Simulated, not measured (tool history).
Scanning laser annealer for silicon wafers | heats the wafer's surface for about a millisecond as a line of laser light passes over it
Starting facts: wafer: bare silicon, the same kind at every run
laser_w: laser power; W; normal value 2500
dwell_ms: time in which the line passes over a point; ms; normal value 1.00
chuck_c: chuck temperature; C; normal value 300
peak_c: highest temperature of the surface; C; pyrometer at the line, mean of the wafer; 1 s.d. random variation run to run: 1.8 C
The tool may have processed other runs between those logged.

run,hour,laser_w,dwell_ms,chuck_c,peak_c
1,0.0,2500,1.00,300,1042
2,9.0,2356,1.00,300,986
3,16.1,2500,1.00,300,1040
4,24.6,2500,1.00,300,1042
5,37.6,2627,1.00,300,1088
6,47.2,2627,1.00,300,1087
7,56.5,2500,1.20,300,1116
8,63.4,2500,1.20,300,1120
9,70.4,2500,1.00,300,1040
10,76.7,2500,1.00,300,1038
11,85.6,2500,1.00,300,1040
12,92.6,2500,1.00,300,1033
13,104.3,2438,0.94,330,1020
14,111.7,2624,0.94,308,1067
15,119.6,2691,0.73,300,976
16,126.7,2438,0.89,264,930
17,132.9,2500,1.05,289,1048
18,146.0,2505,1.00,268,1008
19,156.4,2505,0.95,279,995
20,163.4,2505,0.95,279,996
21,176.0,2354,0.98,303,975

Here are 5 independent what-if runs from the current tool condition. What would each one return?
A,188.4,2500,0.87,325,?
B,188.4,2500,1.05,300,?
C,188.4,2500,0.78,291,?
D,188.4,2354,0.72,302,?
E,188.4,2354,0.91,320,?

run,peak_c
A,1006
B,1057
C,927
D,866
E,964
With the hidden condition removed and each run's random variation left untouched, the same runs would have given:
run,peak_c
A,1026
B,1081
C,946
D,883
E,984

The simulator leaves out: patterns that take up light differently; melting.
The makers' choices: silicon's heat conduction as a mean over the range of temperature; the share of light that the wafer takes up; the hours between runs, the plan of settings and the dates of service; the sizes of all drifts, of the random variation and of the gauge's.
